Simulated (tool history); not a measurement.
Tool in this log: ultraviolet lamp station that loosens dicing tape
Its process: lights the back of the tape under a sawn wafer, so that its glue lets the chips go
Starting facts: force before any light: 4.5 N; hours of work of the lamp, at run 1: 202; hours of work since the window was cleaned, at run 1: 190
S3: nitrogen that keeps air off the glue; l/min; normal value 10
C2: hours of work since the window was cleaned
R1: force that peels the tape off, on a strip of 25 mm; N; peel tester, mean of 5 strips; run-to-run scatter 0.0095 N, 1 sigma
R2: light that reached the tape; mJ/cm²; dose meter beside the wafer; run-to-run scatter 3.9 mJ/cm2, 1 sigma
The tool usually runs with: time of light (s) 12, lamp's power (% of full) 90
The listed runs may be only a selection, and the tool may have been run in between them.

{"run": 1, "hour": 0.0, "time of light (s)": 12, "lamp's power (% of full)": 90, "S3": 10, "hours of work of the lamp": 202, "C2": 190, "R1": 0.47, "R2": 595}
{"run": 2, "hour": 9.2, "time of light (s)": 12, "lamp's power (% of full)": 84, "S3": 10, "hours of work of the lamp": 207, "C2": 194, "R1": 0.563, "R2": 559}
{"run": 3, "hour": 18.2, "time of light (s)": 12, "lamp's power (% of full)": 90, "S3": 10, "hours of work of the lamp": 211, "C2": 198, "R1": 0.506, "R2": 600}
{"run": 4, "hour": 26.5, "time of light (s)": 12, "lamp's power (% of full)": 90, "S3": 10, "hours of work of the lamp": 215, "C2": 203, "R1": 0.493, "R2": 594}
{"run": 5, "hour": 33.3, "time of light (s)": 12, "lamp's power (% of full)": 90, "S3": 10, "hours of work of the lamp": 219, "C2": 206, "R1": 0.488, "R2": 604}
{"run": 6, "hour": 40.2, "time of light (s)": 12, "lamp's power (% of full)": 90, "S3": 10, "hours of work of the lamp": 222, "C2": 209, "R1": 0.498, "R2": 591}
{"run": 7, "hour": 47.5, "time of light (s)": 21, "lamp's power (% of full)": 90, "S3": 10, "hours of work of the lamp": 226, "C2": 213, "R1": 0.209, "R2": 1041}
{"run": 8, "hour": 56.6, "time of light (s)": 21, "lamp's power (% of full)": 90, "S3": 10, "hours of work of the lamp": 230, "C2": 217, "R1": 0.21, "R2": 1037}
{"hour": 58.1, "done": "window cleaned of glue's vapour"}
{"run": 9, "hour": 67.7, "time of light (s)": 21, "lamp's power (% of full)": 90, "S3": 10, "hours of work of the lamp": 235, "C2": 5, "R1": 0.224, "R2": 975}
{"run": 10, "hour": 72.9, "time of light (s)": 12, "lamp's power (% of full)": 88, "S3": 10, "hours of work of the lamp": 238, "C2": 7, "R1": 0.559, "R2": 543}
{"run": 11, "hour": 82.4, "time of light (s)": 12, "lamp's power (% of full)": 88, "S3": 10, "hours of work of the lamp": 242, "C2": 12, "R1": 0.579, "R2": 546}
{"run": 12, "hour": 90.5, "time of light (s)": 12, "lamp's power (% of full)": 88, "S3": 10, "hours of work of the lamp": 246, "C2": 16, "R1": 0.607, "R2": 542}
{"run": 13, "hour": 99.0, "time of light (s)": 12, "lamp's power (% of full)": 66, "S3": 16, "hours of work of the lamp": 251, "C2": 20, "R1": 0.725, "R2": 407}
{"hour": 101.1, "done": "window cleaned of glue's vapour, once more"}
{"run": 14, "hour": 109.3, "time of light (s)": 12, "lamp's power (% of full)": 66, "S3": 16, "hours of work of the lamp": 255, "C2": 4, "R1": 0.614, "R2": 460}
{"run": 15, "hour": 118.2, "time of light (s)": 12, "lamp's power (% of full)": 91, "S3": 4, "hours of work of the lamp": 260, "C2": 8, "R1": 0.769, "R2": 636}
{"run": 16, "hour": 125.2, "time of light (s)": 12, "lamp's power (% of full)": 71, "S3": 10, "hours of work of the lamp": 263, "C2": 12, "R1": 0.684, "R2": 495}
{"run": 17, "hour": 134.7, "time of light (s)": 19, "lamp's power (% of full)": 63, "S3": 7, "hours of work of the lamp": 268, "C2": 16, "R1": 0.468, "R2": 698}
{"run": 18, "hour": 140.5, "time of light (s)": 10, "lamp's power (% of full)": 63, "S3": 7, "hours of work of the lamp": 271, "C2": 19, "R1": 1.245, "R2": 372}
{"run": 19, "hour": 145.4, "time of light (s)": 8, "lamp's power (% of full)": 63, "S3": 7, "hours of work of the lamp": 273, "C2": 22, "R1": 1.595, "R2": 294}
{"run": 20, "hour": 150.8, "time of light (s)": 20, "lamp's power (% of full)": 90, "S3": 10, "hours of work of the lamp": 276, "C2": 24, "R1": 0.194, "R2": 1046}
{"run": 21, "hour": 155.2, "time of light (s)": 20, "lamp's power (% of full)": 90, "S3": 5, "hours of work of the lamp": 278, "C2": 26, "R1": 0.303, "R2": 1032}
{"run": 22, "hour": 165.0, "time of light (s)": 12, "lamp's power (% of full)": 84, "S3": 4, "hours of work of the lamp": 283, "C2": 31, "R1": 0.884, "R2": 580}
{"run": 23, "hour": 172.3, "time of light (s)": 11, "lamp's power (% of full)": 69, "S3": 6, "hours of work of the lamp": 286, "C2": 35, "R1": 1.055, "R2": 438}

Branching from run 23: 5 alternative next runs. What would each branch give?
{"run": "A", "hour": 176.8, "time of light (s)": 11, "lamp's power (% of full)": 69, "S3": 6, "hours of work of the lamp": 288, "C2": 37, "R1": "?", "R2": "?"}
{"run": "B", "hour": 176.8, "time of light (s)": 11, "lamp's power (% of full)": 79, "S3": 14, "hours of work of the lamp": 288, "C2": 37, "R1": "?", "R2": "?"}
{"run": "C", "hour": 176.8, "time of light (s)": 22, "lamp's power (% of full)": 72, "S3": 11, "hours of work of the lamp": 288, "C2": 37, "R1": "?", "R2": "?"}
{"run": "D", "hour": 176.8, "time of light (s)": 7, "lamp's power (% of full)": 69, "S3": 6, "hours of work of the lamp": 288, "C2": 37, "R1": "?", "R2": "?"}
{"run": "E", "hour": 176.8, "time of light (s)": 19, "lamp's power (% of full)": 69, "S3": 6, "hours of work of the lamp": 288, "C2": 37, "R1": "?", "R2": "?"}

run=A R1=1.042 R2=429
run=B R1=0.547 R2=497
run=C R1=0.233 R2=897
run=D R1=1.81 R2=278
run=E R1=0.452 R2=748
Without the tool's hidden state the same runs would have given:
run=A R1=0.931 R2=466
run=B R1=0.473 R2=539
run=C R1=0.21 R2=974
run=D R1=1.677 R2=302
run=E R1=0.391 R2=813
